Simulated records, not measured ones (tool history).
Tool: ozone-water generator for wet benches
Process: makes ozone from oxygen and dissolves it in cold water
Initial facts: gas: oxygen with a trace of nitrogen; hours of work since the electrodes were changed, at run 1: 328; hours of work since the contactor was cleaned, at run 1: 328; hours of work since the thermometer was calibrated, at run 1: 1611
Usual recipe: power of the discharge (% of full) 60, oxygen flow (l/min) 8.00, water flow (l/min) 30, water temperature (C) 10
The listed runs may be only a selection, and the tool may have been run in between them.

run	hour	power of the discharge (% of full)	oxygen flow (l/min)	water flow (l/min)	water temperature (C)	hours of work since the electrodes were changed	hours of work since the contactor was cleaned	hours of work since the thermometer was calibrated	dissolved ozone (ppm)	ozone in the gas ahead of the water (g/m3)
1	0.0	60	8.00	30	10	328	328	1611	16.8	163.6
2	40.5	60	8.00	30	10	368	368	1651	16.6	162.6
3	79.7	60	8.00	30	10	407	407	1689	16.9	163.2
4	113.5	60	8.00	30	10	440	440	1723	16.4	163.7
5	144.1	60	8.00	30	10	471	471	1753	16.6	162.2
6	183.9	60	8.00	30	10	510	510	1793	16.6	163.0
7	236.6	60	8.00	30	10	562	562	1845	16.4	162.9
8	275.9	60	8.00	30	10	601	601	1884	16.8	162.2
9	320.4	60	8.00	30	10	645	645	1928	16.4	161.6
10	367.4	60	8.00	30	10	692	692	1975	16.6	163.1
11	403.6	60	8.00	30	10	728	728	2010	16.5	161.4
12	432.0	60	10.28	30	10	756	756	2038	16.5	141.4
13	461.9	60	10.28	30	10	785	785	2068	16.5	140.4
14	483.8	60	10.28	30	10	807	807	2090	16.4	141.8
15	507.9	60	5.07	30	10	831	831	2114	15.6	206.4
16	531.0	44	5.07	30	10	854	854	2137	12.9	172.1
17	574.2	70	9.39	31	13	897	897	2179	17.0	161.6
18	620.6	70	9.39	31	13	943	943	2225	16.9	164.0
19	665.5	68	8.00	30	17	987	987	2270	16.1	173.5
20	692.9	68	4.47	30	17	1014	1014	2297	15.2	240.4
21	722.7	60	13.86	45	13	1044	1044	2326	11.1	118.6
22	744.3	60	12.57	46	13	1065	1065	2348	10.7	126.5
23	778.6	60	7.58	30	14	1099	1099	2382	15.2	165.8
24	825.5	60	8.00	32	12	1146	1146	2428	15.0	163.0
25	848.6	86	12.91	21	16	1169	1169	2451	23.3	152.0
26	880.5	86	12.91	21	16	1200	1200	2483	23.0	151.8
27	915.0	44	8.46	25	6	1234	1234	2517	16.8	128.3
28	944.6	44	11.16	38	18	1264	1264	2546	9.7	110.1
29	987.2	60	6.34	30	10	1306	1306	2589	15.9	183.2
30	1024.2	60	6.09	45	10	1343	1343	2625	10.2	185.6
31	1068.3	60	6.09	45	10	1386	1386	2669	10.5	186.5
32	1090.8	60	6.09	45	10	1408	1408	2691	10.3	185.3

Each row is a separate what-if for the run after 32, all from the same tool condition, not one after another. Results?
A	1123.4	46	6.09	45	17	1441	1441	2723	?	?
B	1123.4	60	13.33	30	6	1441	1441	2723	?	?
C	1123.4	60	8.37	30	6	1441	1441	2723	?	?
D	1123.4	69	8.00	30	10	1441	1441	2723	?	?

run	dissolved ozone (ppm)	ozone in the gas ahead of the water (g/m3)
A	8.2	158.7
B	17.3	120.5
C	16.8	156.1
D	17.5	173.2
Stripped of hidden state, with their random variation kept, the same runs would have yielded:
run	dissolved ozone (ppm)	ozone in the gas ahead of the water (g/m3)
A	8.7	163.1
B	18.4	124.6
C	17.8	161.3
D	18.6	179.6
